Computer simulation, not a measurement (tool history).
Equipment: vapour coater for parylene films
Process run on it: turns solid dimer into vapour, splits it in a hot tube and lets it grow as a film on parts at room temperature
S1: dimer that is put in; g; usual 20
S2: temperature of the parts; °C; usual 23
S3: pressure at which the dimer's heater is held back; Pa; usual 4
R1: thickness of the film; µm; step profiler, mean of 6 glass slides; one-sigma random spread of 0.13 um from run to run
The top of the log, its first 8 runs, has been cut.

{"run": 9, "hour": 219.1, "S1": 20, "S2": 31, "S3": 4, "R1": 13.94}
{"run": 10, "hour": 257.6, "S1": 20, "S2": 15, "S3": 4, "R1": 19.34}
{"run": 11, "hour": 284.8, "S1": 20, "S2": 23, "S3": 10.38, "R1": 14.34}
{"run": 12, "hour": 314.5, "S1": 20, "S2": 23, "S3": 4, "R1": 15.79}
{"run": 13, "hour": 351.7, "S1": 20, "S2": 31, "S3": 4, "R1": 13.12}
{"hour": 377.8, "done": "trap's valve overhauled"}
{"run": 14, "hour": 384.4, "S1": 20, "S2": 23, "S3": 4, "R1": 17.42}
{"run": 15, "hour": 403.3, "S1": 20, "S2": 23, "S3": 3.25, "R1": 17.92}
{"run": 16, "hour": 428.8, "S1": 20, "S2": 23, "S3": 4.69, "R1": 16.98}
{"hour": 433.1, "done": "table's thermometer calibrated"}
{"run": 17, "hour": 449.1, "S1": 20, "S2": 23, "S3": 4.69, "R1": 16.65}
{"run": 18, "hour": 485.5, "S1": 20, "S2": 28, "S3": 4.69, "R1": 14.58}
{"run": 19, "hour": 518.4, "S1": 21, "S2": 32, "S3": 3.03, "R1": 14.69}

Run 20 is up next; what results do you expect?
{"run": 20, "hour": 555.1, "S1": 19, "S2": 25, "S3": 3.88, "R1": "?"}

For run 20 the tool returned R1 14.7 µm.
Without the tool's hidden state the same run would have given R1 16.51 µm.
